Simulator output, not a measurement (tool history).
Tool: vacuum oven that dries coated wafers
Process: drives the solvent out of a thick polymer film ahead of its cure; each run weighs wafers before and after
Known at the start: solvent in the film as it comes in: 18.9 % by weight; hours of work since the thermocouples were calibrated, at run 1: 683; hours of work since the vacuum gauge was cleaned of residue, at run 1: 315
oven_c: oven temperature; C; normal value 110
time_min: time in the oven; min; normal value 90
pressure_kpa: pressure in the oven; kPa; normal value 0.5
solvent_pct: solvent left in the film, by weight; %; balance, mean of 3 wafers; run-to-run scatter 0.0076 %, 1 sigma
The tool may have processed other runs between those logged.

| run | day | oven_c | time_min | pressure_kpa | hours of work since the thermocouples were calibrated | hours of work since the vacuum gauge was cleaned of residue | solvent_pct |
|---|---|---|---|---|---|---|---|
| 1 | 0 | 110 | 90 | 0.5 | 683 | 315 | 1.157 |
| 2 | 4.742 | 110 | 113 | 0.5 | 765 | 397 | 0.642 |
| 3 | 7.758 | 110 | 90 | 0.968 | 818 | 449 | 1.25 |
| 4 | 10.75 | 110 | 90 | 0.5 | 870 | 501 | 1.149 |
| 5 | 15.975 | 110 | 90 | 0.5 | 960 | 592 | 1.13 |
| 6 | 18.85 | 110 | 90 | 0.5 | 1010 | 642 | 1.125 |
| 7 | 21.312 | 110 | 90 | 0.339 | 1053 | 685 | 1.093 |
|  | 21.896 | oven's thermocouples calibrated |
| 8 | 25.596 | 101 | 90 | 0.339 | 64 | 758 | 2.619 |
| 9 | 29.621 | 110 | 90 | 0.5 | 134 | 828 | 1.341 |
| 10 | 32.062 | 110 | 90 | 0.5 | 177 | 870 | 1.337 |
| 11 | 34.408 | 110 | 90 | 0.73 | 217 | 911 | 1.37 |
| 12 | 39.683 | 110 | 90 | 0.5 | 309 | 1003 | 1.308 |
| 13 | 42.117 | 114 | 110 | 0.49 | 351 | 1045 | 0.543 |
| 14 | 47.442 | 114 | 110 | 0.49 | 444 | 1138 | 0.538 |
| 15 | 52.733 | 96 | 97 | 1.525 | 536 | 1230 | 3.396 |
| 16 | 55.067 | 110 | 79 | 0.984 | 577 | 1270 | 1.78 |
| 17 | 59.808 | 120 | 89 | 0.604 | 659 | 1353 | 0.515 |
| 18 | 62.238 | 117 | 45 | 1.168 | 701 | 1395 | 2.997 |
| 19 | 67.642 | 117 | 45 | 1.168 | 795 | 1489 | 2.976 |
| 20 | 72.867 | 115 | 77 | 0.5 | 886 | 1580 | 1.146 |
| 21 | 76.221 | 101 | 90 | 0.417 | 944 | 1638 | 2.459 |
| 22 | 80.033 | 101 | 90 | 1.664 | 1011 | 1704 | 2.708 |
|  | 82.975 | oven's thermocouples calibrated |
| 23 | 83.712 | 109 | 90 | 0.5 | 13 | 1767 | 1.488 |

4 ways to go on from here, each from the tool as it stands after run 23. What would each give?
| A | 86.8 | 124 | 105 | 1.34 | 66 | 1820 | ? |
| B | 86.8 | 113 | 139 | 1.355 | 66 | 1820 | ? |
| C | 86.8 | 107 | 90 | 0.5 | 66 | 1820 | ? |
| D | 86.8 | 115 | 52 | 0.946 | 66 | 1820 | ? |

| run | solvent_pct |
|---|---|
| A | 0.359 |
| B | 0.516 |
| C | 1.734 |
| D | 2.773 |
What these runs would have given with no unlogged condition in the tool:
| run | solvent_pct |
|---|---|
| A | 0.289 |
| B | 0.418 |
| C | 1.697 |
| D | 2.805 |
